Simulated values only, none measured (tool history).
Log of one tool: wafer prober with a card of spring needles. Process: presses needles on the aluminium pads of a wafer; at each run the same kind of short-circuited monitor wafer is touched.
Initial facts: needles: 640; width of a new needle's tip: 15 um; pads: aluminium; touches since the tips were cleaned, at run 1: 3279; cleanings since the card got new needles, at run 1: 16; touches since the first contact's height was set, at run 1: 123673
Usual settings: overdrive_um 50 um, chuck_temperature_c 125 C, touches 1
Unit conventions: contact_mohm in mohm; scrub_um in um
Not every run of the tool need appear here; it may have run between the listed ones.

run	day	overdrive_um	chuck_temperature_c	touches	touches since the tips were cleaned	cleanings since the card got new needles	touches since the first contact's height was set	contact_mohm	scrub_um
1	0	50	125	1	3279	16	123673	278	9.3
2	0.454	50	125	1	5462	16	125856	278	9.3
# day 0.671: tips cleaned on abrasive film
3	0.946	50	125	1	1330	17	128201	280	9.28
4	1.5	50	125	2	3986	17	130857	276	9.27
# day 1.975: tips cleaned on abrasive film
5	2.046	50	125	2	333	18	133471	278	9.28
6	2.496	50	125	2	2500	18	135638	278	9.26
7	3.112	50	125	3	5468	18	138606	277	9.3
# day 3.312: tips cleaned on abrasive film
8	3.796	50	125	3	2311	19	141857	283	9.25
9	4.4	50	125	3	5217	19	144763	278	9.26
# day 4.642: tips cleaned on abrasive film
10	5.038	50	125	2	1886	20	147807	277	9.23
11	5.392	50	125	2	3604	20	149525	277	9.23
12	5.825	50	125	1	5689	20	151610	281	9.21
# day 5.971: tips cleaned on abrasive film
13	6.546	31	125	1	2775	21	155058	288	5.72
14	6.979	31	125	1	4843	21	157126	287	5.72
# day 7.292: tips cleaned on abrasive film
15	7.679	50	125	1	1851	22	160471	273	9.18
16	8.179	50	75	1	4259	22	162879	266	9.18
17	8.562	43	75	1	6104	22	164724	266	7.89
# day 8.612: tips cleaned on abrasive film
18	9.283	50	38	3	3215	23	168169	258	9.15
# day 9.875: gauge calibrated
19	9.908	50	38	3	6216	23	171170	256	9.3
# day 9.958: tips cleaned on abrasive film
20	10.383	36	96	2	2032	24	173435	277	6.68
21	10.75	45	27	1	3798	24	175201	256	8.38
22	11.162	32	75	1	5789	24	177192	269	5.92
# day 11.271: tips cleaned on abrasive film
23	11.6	43	114	1	1586	25	179273	278	7.98
24	11.921	43	83	2	3123	25	180810	267	7.97
# day 12.596: tips cleaned on abrasive film
25	12.671	50	83	1	361	26	184403	271	9.22
26	13.242	50	83	1	3098	26	187140	266	9.28
# day 13.929: tips cleaned on abrasive film
27	13.988	49	110	1	277	27	190709	270	9.02
28	14.45	50	34	1	2502	27	192934	259	9.21
29	14.929	46	34	3	4801	27	195233	255	8.47
# day 15.246: tips cleaned on abrasive film
30	15.271	57	64	2	105	28	196856	261	10.49
31	15.733	43	88	1	2339	28	199090	269	7.94
32	16.45	47	92	3	5777	28	202528	270	8.65
# day 16.571: tips cleaned on abrasive film
# day 16.696: height of the first contact set anew
33	17.188	47	92	3	2890	29	2366	276	8.62
34	17.662	32	55	1	5176	29	4652	267	5.86

Results per run with the tool's hidden condition removed, run-to-run variation unchanged:
Hidden state present: debris on the tips, nm; way that the needles fall short of the set height, um; tips' diameter, um; drift of the gauge itself on contact_mohm, %; drift of the gauge itself on scrub_um, %.
run	scrub_um
1	9.3
2	9.31
3	9.29
4	9.29
5	9.31
6	9.3
7	9.35
8	9.31
9	9.34
10	9.31
11	9.31
12	9.3
13	5.79
14	5.79
15	9.3
16	9.31
17	8.01
18	9.31
19	9.3
20	6.68
21	8.4
22	5.93
23	8.01
24	8
25	9.27
26	9.34
27	9.09
28	9.28
29	8.54
30	10.59
31	8.02
32	8.75
33	8.73
34	5.94
contact_mohm: differs from the measured result by no more than 1 mohm in any run.

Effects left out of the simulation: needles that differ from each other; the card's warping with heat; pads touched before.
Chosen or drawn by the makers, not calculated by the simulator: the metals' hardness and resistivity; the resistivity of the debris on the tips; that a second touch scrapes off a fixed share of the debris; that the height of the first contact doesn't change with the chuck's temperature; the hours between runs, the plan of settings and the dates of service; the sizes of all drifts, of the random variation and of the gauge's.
